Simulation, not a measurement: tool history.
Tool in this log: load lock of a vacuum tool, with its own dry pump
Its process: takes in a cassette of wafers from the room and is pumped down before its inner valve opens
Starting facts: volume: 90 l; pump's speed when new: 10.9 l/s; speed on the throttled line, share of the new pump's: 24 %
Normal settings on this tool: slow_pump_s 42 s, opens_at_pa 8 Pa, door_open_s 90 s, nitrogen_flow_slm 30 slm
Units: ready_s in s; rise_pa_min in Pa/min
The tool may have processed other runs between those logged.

run,hour,slow_pump_s,opens_at_pa,door_open_s,nitrogen_flow_slm,"incoming humidity of the room's air, %",ready_s,rise_pa_min
1,0,42,8,90,30,47.2,110.3,0.009
2,125.8,79,8,90,30,47.1,138.5,0.006
3,323.6,42,8,90,30,44,109.7,0.009
4,442.7,42,8,90,30,41.6,110.5,0.01
5,573.9,42,8,90,30,45.6,110.5,0.006
6,699.2,42,8,90,30,43.3,110,0.012
7,881.6,42,8,90,7,44.3,110.8,0.014
8,1023,42,8,90,7,44.2,109.9,0.012
9,1222.7,42,8,90,30,45.4,111.2,0.013
10,1387.8,42,8,90,30,43.3,110.6,0.006
11,1625.1,42,8,90,30,46.7,110.8,0.011
12,1776.5,42,8,54,30,43.5,111.3,0.009
13,2035.9,42,8,90,30,42.5,111.4,0.004
14,2195.9,42,8,90,30,46.6,110.2,0.009
15,2383.5,42,8,90,30,46.2,111.9,0.009
16,2617.3,42,8,90,30,44.2,110.2,0.008
17,2734.2,42,8,90,30,48,111,0.009
18,2839.4,42,8,90,30,43.2,110.6,0.008
19,3079.4,42,8,90,6,46,111.2,0.025
20,3304.5,58,8,90,25,44.1,125.1,0.005
21,3521.5,42,8,54,44,43.9,110.6,0.007
22,3741.8,54,8,90,5,47.2,118.8,0.022
23,3881,83,8,90,22,44.9,143.2,0.01
24,4007.3,83,14,78,22,45.6,138,0.008
25,4265.9,83,14,78,22,43.5,138.2,0.008
26,4504.3,83,9,80,22,40.6,141.1,0.013
27,4620.3,83,9,80,16,43.5,140.9,0.009
28,4778.4,40,12,143,20,46.2,106.3,0.01
29,4962.9,42,15,90,44,46.9,104.7,0.005
30,5176.4,42,16,90,30,46.5,103.9,0.004
31,5300.9,21,8,187,27,46.2,93.9,0.005
32,5418.4,21,8,110,8,45.3,93.8,0.023
33,5647.1,21,8,110,8,40,95.5,0.016
34,5882.5,42,7,90,30,46.5,111.1,0.009
35,6030.2,42,7,90,30,42.4,111.3,0.003
36,6208.3,42,8,90,16,42.9,110.2,0.01
37,6364,42,8,90,16,42.1,109.5,0.013

Not shown: 2 entries that the log had between the listed runs. Between which runs, and how does the tool's hidden state differ before and after?
Logged between run 12 and run 13: dry pump taken out, an overhauled one fitted (hour 1961.9)
  pump's speed, % of a new pump's: 99.8 -> 100
Logged between run 26 and run 27: door's seal changed, seat wiped (hour 4599.5)
  leak at the door's seal, Pa l/s: 0.0049 -> 0.002
